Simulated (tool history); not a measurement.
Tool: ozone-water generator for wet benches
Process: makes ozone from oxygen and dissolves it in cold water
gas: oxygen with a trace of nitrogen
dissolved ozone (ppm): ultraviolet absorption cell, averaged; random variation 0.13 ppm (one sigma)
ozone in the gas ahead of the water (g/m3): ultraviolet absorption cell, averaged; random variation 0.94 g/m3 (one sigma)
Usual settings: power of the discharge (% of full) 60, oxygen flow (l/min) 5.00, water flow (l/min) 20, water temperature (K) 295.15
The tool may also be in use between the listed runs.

run	hour	power of the discharge (% of full)	oxygen flow (l/min)	water flow (l/min)	water temperature (K)	dissolved ozone (ppm)	ozone in the gas ahead of the water (g/m3)
1	0.0	60	5.00	20	295.15	13.2	156.3
# hour 28.4: water thermometer calibrated
2	111.6	60	5.00	20	295.15	13.1	154.6
3	230.8	60	5.00	20	295.15	13.1	153.7
4	325.8	100	5.00	20	295.15	17.4	210.9
5	434.5	60	5.00	20	295.15	12.9	154.9
6	557.3	83	5.00	20	295.15	15.3	186.1
7	682.4	83	5.00	20	295.15	15.5	183.9
8	779.2	60	5.00	20	298.15	12.1	151.2
9	840.1	60	5.00	21	295.15	12.2	153.1
10	893.7	60	5.00	20	295.15	12.4	151.7
11	1010.1	76	5.00	20	295.15	14.6	174.4
12	1129.8	76	5.00	20	295.15	14.5	174.5
13	1240.0	76	5.00	20	295.15	14.4	171.6
14	1294.2	76	5.00	20	295.15	14.1	170.4
# hour 1359.4: contactor cleaned
15	1359.4	76	5.00	20	295.15	15.2	170.4
16	1442.7	56	5.00	20	295.15	12.6	142.0
17	1520.1	56	5.00	20	295.15	12.7	143.9
18	1618.2	63	5.00	24	295.15	11.7	151.3
19	1701.9	63	5.00	24	295.15	11.9	150.8
20	1759.1	60	2.73	20	302.15	12.0	211.9
21	1859.3	41	5.00	20	295.15	10.4	119.1
22	1970.6	57	5.00	20	295.15	12.5	141.5
23	2072.6	57	5.00	20	295.15	12.4	140.6
24	2123.3	60	7.15	20	288.15	13.8	118.5
25	2187.2	64	7.15	16	288.15	16.6	123.5
26	2308.3	43	3.50	16	288.15	13.8	148.6
27	2400.5	100	5.00	20	297.15	16.0	192.7
28	2499.9	100	5.00	20	297.15	16.2	191.2
29	2584.9	45	4.14	20	290.15	11.4	136.4
30	2648.7	85	4.20	19	295.15	15.6	196.0
31	2764.6	46	5.00	20	288.15	11.8	125.0
32	2863.4	82	4.16	20	295.15	14.6	189.2
33	2961.9	82	3.49	20	294.15	15.0	209.0
34	3074.8	60	2.59	20	295.15	12.0	210.4

Hidden state or all else? Some run-to-run changes of dissolved ozone (ppm), split into what the settings, what came in and random variation would give without the hidden state, and what is left for the hidden state (with any gauge scatter that isn't in both results):
The hidden state here: yield of the discharge, % of new electrodes'; contactor's efficiency, % of a clean one's; true water temperature over the reading, C; drift of the gauge itself on ozone_ppm, %; drift of the gauge itself on gas_g_m3, %.
Run 3 -> 4: power of the discharge (% of full) 60 -> 100. dissolved ozone (ppm) +4.3: hidden state -0.6, all else +4.9.
Run 4 -> 5: power of the discharge (% of full) 100 -> 60. dissolved ozone (ppm) -4.5: hidden state +0.5, all else -5.0.
Run 26 -> 27: power of the discharge (% of full) 43 -> 100, oxygen flow (l/min) 3.50 -> 5.00, water flow (l/min) 16 -> 20, water temperature (K) 288.15 -> 297.15. dissolved ozone (ppm) +2.2: hidden state -1.2, all else +3.4.
Run 28 -> 29: power of the discharge (% of full) 100 -> 45, oxygen flow (l/min) 5.00 -> 4.14, water temperature (K) 297.15 -> 290.15. dissolved ozone (ppm) -4.8: hidden state +1.3, all else -6.1.
Run 29 -> 30: power of the discharge (% of full) 45 -> 85, oxygen flow (l/min) 4.14 -> 4.20, water flow (l/min) 20 -> 19, water temperature (K) 290.15 -> 295.15. dissolved ozone (ppm) +4.2: hidden state -1.2, all else +5.4.

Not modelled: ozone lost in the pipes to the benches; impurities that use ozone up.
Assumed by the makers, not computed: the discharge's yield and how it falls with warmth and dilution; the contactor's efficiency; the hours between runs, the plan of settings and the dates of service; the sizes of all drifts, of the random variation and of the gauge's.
